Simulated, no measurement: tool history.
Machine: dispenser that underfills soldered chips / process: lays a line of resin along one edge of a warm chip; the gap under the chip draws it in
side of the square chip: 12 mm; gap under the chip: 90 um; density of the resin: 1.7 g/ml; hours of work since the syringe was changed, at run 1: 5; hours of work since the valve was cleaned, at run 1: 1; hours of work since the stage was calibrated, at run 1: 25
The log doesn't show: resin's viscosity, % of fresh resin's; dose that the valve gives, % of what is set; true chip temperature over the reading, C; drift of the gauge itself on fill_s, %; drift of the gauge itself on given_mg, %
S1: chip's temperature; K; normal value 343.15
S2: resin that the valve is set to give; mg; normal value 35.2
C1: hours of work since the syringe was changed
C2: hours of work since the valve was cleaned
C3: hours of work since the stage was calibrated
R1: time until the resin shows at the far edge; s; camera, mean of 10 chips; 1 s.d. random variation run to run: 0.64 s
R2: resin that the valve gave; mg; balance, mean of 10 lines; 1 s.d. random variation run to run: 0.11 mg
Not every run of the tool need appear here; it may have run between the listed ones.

| run | hour | S1 | S2 | C1 | C2 | C3 | R1 | R2 |
|---|---|---|---|---|---|---|---|---|
| 1 | 0.0 | 343.15 | 35.2 | 5 | 1 | 25 | 75.3 | 35.30 |
| 2 | 4.3 | 343.15 | 35.2 | 8 | 4 | 28 | 92.0 | 35.02 |
|  | 4.9 | new syringe of resin |
| 3 | 11.1 | 343.15 | 37.0 | 5 | 9 | 33 | 75.9 | 36.75 |
| 4 | 14.5 | 343.15 | 35.2 | 8 | 12 | 36 | 87.8 | 34.78 |
|  | 16.2 | new syringe of resin |
| 5 | 20.4 | 343.15 | 35.2 | 3 | 16 | 41 | 67.4 | 34.80 |
| 6 | 27.0 | 343.15 | 35.2 | 8 | 22 | 46 | 90.8 | 34.68 |
|  | 27.8 | new syringe of resin |
| 7 | 30.5 | 343.15 | 35.2 | 2 | 24 | 48 | 63.6 | 34.66 |
| 8 | 34.6 | 343.15 | 35.2 | 5 | 27 | 52 | 78.1 | 34.13 |
|  | 39.3 | new syringe of resin |
| 9 | 39.3 | 343.15 | 35.2 | 0 | 31 | 55 | 55.4 | 34.16 |
| 10 | 42.3 | 352.15 | 35.2 | 2 | 33 | 57 | 39.1 | 34.16 |
| 11 | 46.4 | 352.15 | 35.2 | 6 | 36 | 61 | 46.8 | 34.09 |
|  | 50.5 | new syringe of resin |
| 12 | 53.1 | 351.15 | 35.2 | 2 | 41 | 66 | 41.6 | 34.07 |
| 13 | 57.3 | 351.15 | 35.2 | 5 | 45 | 69 | 50.6 | 33.77 |
|  | 62.0 | new syringe of resin |
| 14 | 63.2 | 351.15 | 35.2 | 1 | 49 | 73 | 37.9 | 33.53 |
| 15 | 69.5 | 351.15 | 35.2 | 6 | 54 | 79 | 50.4 | 33.54 |
|  | 73.4 | new syringe of resin |
| 16 | 74.6 | 333.15 | 35.2 | 1 | 58 | 82 | 99.8 | 33.39 |
| 17 | 77.5 | 331.15 | 37.6 | 3 | 60 | 85 | 126.4 | 35.59 |
|  | 81.5 | dispensing valve cleaned and set on the balance |
| 18 | 81.6 | 331.15 | 37.6 | 6 | 0 | 87 | 146.1 | 37.30 |
| 19 | 84.5 | 336.15 | 37.3 | 8 | 2 | 89 | 124.3 | 36.95 |
|  | 85.9 | new syringe of resin |
| 20 | 88.4 | 353.15 | 33.2 | 2 | 5 | 92 | 36.8 | 33.11 |
| 21 | 93.0 | 353.15 | 33.2 | 6 | 9 | 96 | 44.6 | 32.77 |
|  | 97.2 | new syringe of resin |
| 22 | 99.3 | 339.15 | 35.9 | 2 | 14 | 100 | 71.4 | 35.33 |
| 23 | 105.3 | 339.15 | 35.9 | 6 | 18 | 105 | 98.2 | 35.05 |
|  | 108.6 | new syringe of resin |
| 24 | 111.6 | 354.15 | 33.4 | 2 | 23 | 110 | 36.1 | 32.65 |

Branching from run 24: 4 alternative next runs. What would each branch give?
| A | 117.0 | 349.15 | 31.3 | 7 | 27 | 114 | ? | ? |
| B | 117.0 | 341.15 | 33.4 | 7 | 27 | 114 | ? | ? |
| C | 117.0 | 354.15 | 32.7 | 7 | 27 | 114 | ? | ? |
| D | 117.0 | 332.15 | 43.6 | 7 | 27 | 114 | ? | ? |

| run | R1 | R2 |
|---|---|---|
| A | 59.3 | 30.49 |
| B | 91.9 | 32.56 |
| C | 45.5 | 31.70 |
| D | 146.6 | 42.38 |
With no hidden state in the tool, these same runs would have given:
| run | R1 | R2 |
|---|---|---|
| A | 41.4 | 31.40 |
| B | 64.7 | 33.52 |
| C | 31.7 | 32.64 |
| D | 103.5 | 43.65 |

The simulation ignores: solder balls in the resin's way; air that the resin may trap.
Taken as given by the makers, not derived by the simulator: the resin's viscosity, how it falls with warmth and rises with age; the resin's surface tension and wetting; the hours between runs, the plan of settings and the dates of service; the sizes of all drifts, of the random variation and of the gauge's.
